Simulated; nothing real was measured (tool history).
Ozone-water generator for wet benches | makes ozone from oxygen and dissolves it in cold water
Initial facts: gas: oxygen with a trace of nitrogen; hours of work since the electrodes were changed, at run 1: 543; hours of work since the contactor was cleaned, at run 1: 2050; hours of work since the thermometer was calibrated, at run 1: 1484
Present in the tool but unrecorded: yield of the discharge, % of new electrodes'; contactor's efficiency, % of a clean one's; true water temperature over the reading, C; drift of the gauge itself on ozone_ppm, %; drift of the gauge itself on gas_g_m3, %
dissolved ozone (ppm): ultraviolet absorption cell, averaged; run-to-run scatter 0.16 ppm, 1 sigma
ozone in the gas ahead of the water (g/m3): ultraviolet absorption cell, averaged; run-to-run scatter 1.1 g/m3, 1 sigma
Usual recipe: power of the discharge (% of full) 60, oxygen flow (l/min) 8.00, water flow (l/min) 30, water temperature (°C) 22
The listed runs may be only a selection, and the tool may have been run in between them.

| run | day | power of the discharge (% of full) | oxygen flow (l/min) | water flow (l/min) | water temperature (°C) | hours of work since the electrodes were changed | hours of work since the contactor was cleaned | hours of work since the thermometer was calibrated | dissolved ozone (ppm) | ozone in the gas ahead of the water (g/m3) |
|---|---|---|---|---|---|---|---|---|---|---|
| 1 | 0.000 | 60 | 8.00 | 30 | 22 | 543 | 2050 | 1484 | 20.9 | 188.9 |
| 2 | 3.142 | 60 | 8.00 | 19 | 22 | 604 | 2111 | 1545 | 27.1 | 188.1 |
| 3 | 6.025 | 60 | 8.00 | 30 | 22 | 660 | 2167 | 1601 | 21.0 | 186.2 |
| 4 | 9.454 | 40 | 8.00 | 30 | 22 | 727 | 2234 | 1667 | 14.7 | 131.1 |
| 5 | 11.096 | 60 | 8.00 | 30 | 22 | 758 | 2265 | 1699 | 20.8 | 184.9 |
| 6 | 14.192 | 60 | 8.00 | 30 | 22 | 819 | 2326 | 1759 | 20.8 | 187.6 |
| 7 | 17.658 | 60 | 8.00 | 30 | 22 | 886 | 2393 | 1827 | 20.9 | 185.4 |
| 8 | 20.379 | 60 | 8.00 | 30 | 22 | 939 | 2446 | 1879 | 20.8 | 185.6 |
| 9 | 23.542 | 60 | 8.00 | 30 | 22 | 1000 | 2507 | 1941 | 20.5 | 185.6 |
| 10 | 26.404 | 60 | 8.00 | 30 | 22 | 1055 | 2562 | 1996 | 20.7 | 184.2 |
| 11 | 27.850 | 60 | 8.00 | 30 | 15 | 1083 | 2590 | 2024 | 22.6 | 184.1 |
| 12 | 30.021 | 60 | 8.00 | 30 | 15 | 1126 | 2633 | 2066 | 23.0 | 186.1 |
| 13 | 32.162 | 60 | 8.00 | 30 | 15 | 1167 | 2674 | 2108 | 23.0 | 185.6 |
| 14 | 34.554 | 60 | 6.71 | 30 | 15 | 1213 | 2721 | 2154 | 22.8 | 204.9 |
| 15 | 37.442 | 60 | 8.00 | 23 | 22 | 1269 | 2776 | 2210 | 24.2 | 185.1 |
| 16 | 39.683 | 60 | 8.00 | 35 | 22 | 1313 | 2820 | 2254 | 18.6 | 183.7 |
| 17 | 42.121 | 48 | 11.48 | 40 | 20 | 1360 | 2867 | 2301 | 14.4 | 123.6 |
| 18 | 45.008 | 46 | 6.16 | 28 | 22 | 1416 | 2923 | 2357 | 17.2 | 167.9 |
| 19 | 47.733 | 60 | 8.00 | 35 | 22 | 1469 | 2976 | 2410 | 18.4 | 184.0 |
| 20 | 49.900 | 86 | 5.61 | 30 | 30 | 1511 | 3018 | 2452 | 25.0 | 304.9 |
| 21 | 52.133 | 60 | 5.41 | 30 | 22 | 1554 | 3061 | 2495 | 20.5 | 228.3 |
| 22 | 54.929 | 60 | 4.42 | 29 | 20 | 1609 | 3116 | 2550 | 21.2 | 254.6 |
| 23 | 57.092 | 60 | 4.42 | 29 | 20 | 1651 | 3158 | 2592 | 21.0 | 252.3 |
| 24 | 58.971 | 52 | 6.60 | 42 | 15 | 1687 | 3194 | 2628 | 15.3 | 182.3 |
| 25 | 61.229 | 52 | 6.60 | 42 | 15 | 1731 | 3238 | 2672 | 15.2 | 178.5 |
| 26 | 63.825 | 52 | 6.60 | 42 | 15 | 1781 | 3288 | 2722 | 15.2 | 178.4 |
| 27 | 66.167 | 52 | 6.60 | 42 | 25 | 1827 | 3334 | 2768 | 13.8 | 180.4 |
| 28 | 69.500 | 52 | 6.60 | 42 | 25 | 1891 | 3398 | 2832 | 13.9 | 180.0 |
| 29 | 72.188 | 51 | 5.18 | 18 | 29 | 1943 | 3450 | 2884 | 22.0 | 200.9 |
| 30 | 75.704 | 81 | 5.18 | 18 | 29 | 2012 | 3519 | 2952 | 32.2 | 297.6 |
| 31 | 78.208 | 81 | 5.18 | 18 | 29 | 2060 | 3567 | 3001 | 32.4 | 295.9 |
| 32 | 81.312 | 95 | 5.18 | 22 | 19 | 2120 | 3627 | 3061 | 38.3 | 339.4 |

Predict each of these 4 candidate next runs independently; none follows another, all start after run 32:
| A | 84.542 | 95 | 12.58 | 42 | 19 | 2183 | 3690 | 3124 | ? | ? |
| B | 84.542 | 49 | 6.52 | 22 | 22 | 2183 | 3690 | 3124 | ? | ? |
| C | 84.542 | 72 | 5.22 | 23 | 22 | 2183 | 3690 | 3124 | ? | ? |
| D | 84.542 | 89 | 5.18 | 36 | 29 | 2183 | 3690 | 3124 | ? | ? |

| run | dissolved ozone (ppm) | ozone in the gas ahead of the water (g/m3) |
|---|---|---|
| A | 24.0 | 205.8 |
| B | 20.6 | 170.2 |
| C | 28.0 | 267.2 |
| D | 22.5 | 320.9 |
With no hidden state in the tool, these same runs would have given:
| run | dissolved ozone (ppm) | ozone in the gas ahead of the water (g/m3) |
|---|---|---|
| A | 26.3 | 221.2 |
| B | 21.8 | 177.1 |
| C | 30.2 | 283.3 |
| D | 24.5 | 343.9 |
